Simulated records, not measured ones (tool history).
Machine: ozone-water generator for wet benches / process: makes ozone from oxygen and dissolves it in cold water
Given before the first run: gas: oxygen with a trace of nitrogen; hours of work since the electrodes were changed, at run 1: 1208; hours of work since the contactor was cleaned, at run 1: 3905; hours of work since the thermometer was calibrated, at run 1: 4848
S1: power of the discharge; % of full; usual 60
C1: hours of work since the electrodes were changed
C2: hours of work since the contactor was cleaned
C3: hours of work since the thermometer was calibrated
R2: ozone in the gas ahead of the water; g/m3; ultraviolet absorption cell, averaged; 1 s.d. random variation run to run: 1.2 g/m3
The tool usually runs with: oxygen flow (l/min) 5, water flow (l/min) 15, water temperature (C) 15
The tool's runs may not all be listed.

{"run": 1, "hour": 0.0, "S1": 60, "oxygen flow (l/min)": 5, "water flow (l/min)": 15, "water temperature (C)": 15, "C1": 1208, "C2": 3905, "C3": 4848, "dissolved ozone (ppm)": 20.9, "R2": 216.3}
{"run": 2, "hour": 77.7, "S1": 60, "oxygen flow (l/min)": 5, "water flow (l/min)": 15, "water temperature (C)": 15, "C1": 1256, "C2": 3953, "C3": 4896, "dissolved ozone (ppm)": 20.7, "R2": 216}
{"run": 3, "hour": 141.0, "S1": 60, "oxygen flow (l/min)": 5, "water flow (l/min)": 15, "water temperature (C)": 15, "C1": 1295, "C2": 3992, "C3": 4935, "dissolved ozone (ppm)": 20.8, "R2": 215.9}
{"run": 4, "hour": 244.6, "S1": 60, "oxygen flow (l/min)": 5, "water flow (l/min)": 15, "water temperature (C)": 15, "C1": 1359, "C2": 4055, "C3": 4999, "dissolved ozone (ppm)": 21, "R2": 216.8}
{"run": 5, "hour": 360.2, "S1": 60, "oxygen flow (l/min)": 5, "water flow (l/min)": 15, "water temperature (C)": 15, "C1": 1430, "C2": 4127, "C3": 5070, "dissolved ozone (ppm)": 20.5, "R2": 217.4}
{"run": 6, "hour": 463.2, "S1": 60, "oxygen flow (l/min)": 5, "water flow (l/min)": 15, "water temperature (C)": 15, "C1": 1494, "C2": 4190, "C3": 5134, "dissolved ozone (ppm)": 20.7, "R2": 213.1}
{"run": 7, "hour": 539.4, "S1": 60, "oxygen flow (l/min)": 5, "water flow (l/min)": 15, "water temperature (C)": 15, "C1": 1541, "C2": 4237, "C3": 5181, "dissolved ozone (ppm)": 20.9, "R2": 212.9}
{"run": 8, "hour": 604.2, "S1": 60, "oxygen flow (l/min)": 5, "water flow (l/min)": 15, "water temperature (C)": 15, "C1": 1581, "C2": 4277, "C3": 5220, "dissolved ozone (ppm)": 21, "R2": 214.7}
{"run": 9, "hour": 684.9, "S1": 60, "oxygen flow (l/min)": 5, "water flow (l/min)": 15, "water temperature (C)": 15, "C1": 1630, "C2": 4327, "C3": 5270, "dissolved ozone (ppm)": 20.5, "R2": 214.4}
{"run": 10, "hour": 818.2, "S1": 60, "oxygen flow (l/min)": 5, "water flow (l/min)": 15, "water temperature (C)": 15, "C1": 1713, "C2": 4409, "C3": 5352, "dissolved ozone (ppm)": 20.6, "R2": 215.6}
{"run": 11, "hour": 925.1, "S1": 60, "oxygen flow (l/min)": 8.2, "water flow (l/min)": 15, "water temperature (C)": 13, "C1": 1779, "C2": 4475, "C3": 5418, "dissolved ozone (ppm)": 21.5, "R2": 171.7}
{"run": 12, "hour": 1008.4, "S1": 58, "oxygen flow (l/min)": 8.2, "water flow (l/min)": 13, "water temperature (C)": 13, "C1": 1830, "C2": 4526, "C3": 5470, "dissolved ozone (ppm)": 22.8, "R2": 168.5}
{"hour": 1156.2, "done": "water thermometer calibrated"}
{"run": 13, "hour": 1156.2, "S1": 58, "oxygen flow (l/min)": 8.2, "water flow (l/min)": 13, "water temperature (C)": 13, "C1": 1921, "C2": 4617, "C3": 0, "dissolved ozone (ppm)": 23.3, "R2": 167.2}
{"run": 14, "hour": 1284.4, "S1": 58, "oxygen flow (l/min)": 8.2, "water flow (l/min)": 13, "water temperature (C)": 13, "C1": 2000, "C2": 4696, "C3": 79, "dissolved ozone (ppm)": 22.7, "R2": 167.4}
{"run": 15, "hour": 1399.1, "S1": 53, "oxygen flow (l/min)": 3.06, "water flow (l/min)": 18, "water temperature (C)": 22, "C1": 2070, "C2": 4766, "C3": 150, "dissolved ozone (ppm)": 13.9, "R2": 247.6}
{"run": 16, "hour": 1536.8, "S1": 53, "oxygen flow (l/min)": 3.06, "water flow (l/min)": 18, "water temperature (C)": 22, "C1": 2155, "C2": 4851, "C3": 235, "dissolved ozone (ppm)": 14.1, "R2": 243.2}
{"run": 17, "hour": 1605.2, "S1": 60, "oxygen flow (l/min)": 5, "water flow (l/min)": 9, "water temperature (C)": 9, "C1": 2197, "C2": 4893, "C3": 277, "dissolved ozone (ppm)": 32.5, "R2": 212.9}
{"run": 18, "hour": 1675.7, "S1": 67, "oxygen flow (l/min)": 5.85, "water flow (l/min)": 12, "water temperature (C)": 10, "C1": 2241, "C2": 4937, "C3": 320, "dissolved ozone (ppm)": 28.4, "R2": 211.2}

Below are 4 alternative next runs, each starting from the tool's condition after run 18. Predict each:
{"run": "A", "hour": 1806.3, "S1": 77, "oxygen flow (l/min)": 5.85, "water flow (l/min)": 15, "water temperature (C)": 19, "C1": 2321, "C2": 5017, "C3": 401, "dissolved ozone (ppm)": "?", "R2": "?"}
{"run": "B", "hour": 1806.3, "S1": 67, "oxygen flow (l/min)": 5.85, "water flow (l/min)": 10, "water temperature (C)": 7, "C1": 2321, "C2": 5017, "C3": 401, "dissolved ozone (ppm)": "?", "R2": "?"}
{"run": "C", "hour": 1806.3, "S1": 60, "oxygen flow (l/min)": 6.21, "water flow (l/min)": 15, "water temperature (C)": 10, "C1": 2321, "C2": 5017, "C3": 401, "dissolved ozone (ppm)": "?", "R2": "?"}
{"run": "D", "hour": 1806.3, "S1": 42, "oxygen flow (l/min)": 6.88, "water flow (l/min)": 15, "water temperature (C)": 15, "C1": 2321, "C2": 5017, "C3": 401, "dissolved ozone (ppm)": "?", "R2": "?"}

run=A dissolved_ozone_(ppm)=22.5 R2=233.5
run=B dissolved_ozone_(ppm)=33.7 R2=212
run=C dissolved_ozone_(ppm)=22.6 R2=191.7
run=D dissolved_ozone_(ppm)=16.3 R2=146.9
What these runs would have given with no unlogged condition in the tool:
run=A dissolved_ozone_(ppm)=25.3 R2=241.9
run=B dissolved_ozone_(ppm)=37.5 R2=218.9
run=C dissolved_ozone_(ppm)=25.2 R2=197.5
run=D dissolved_ozone_(ppm)=18.1 R2=150.1
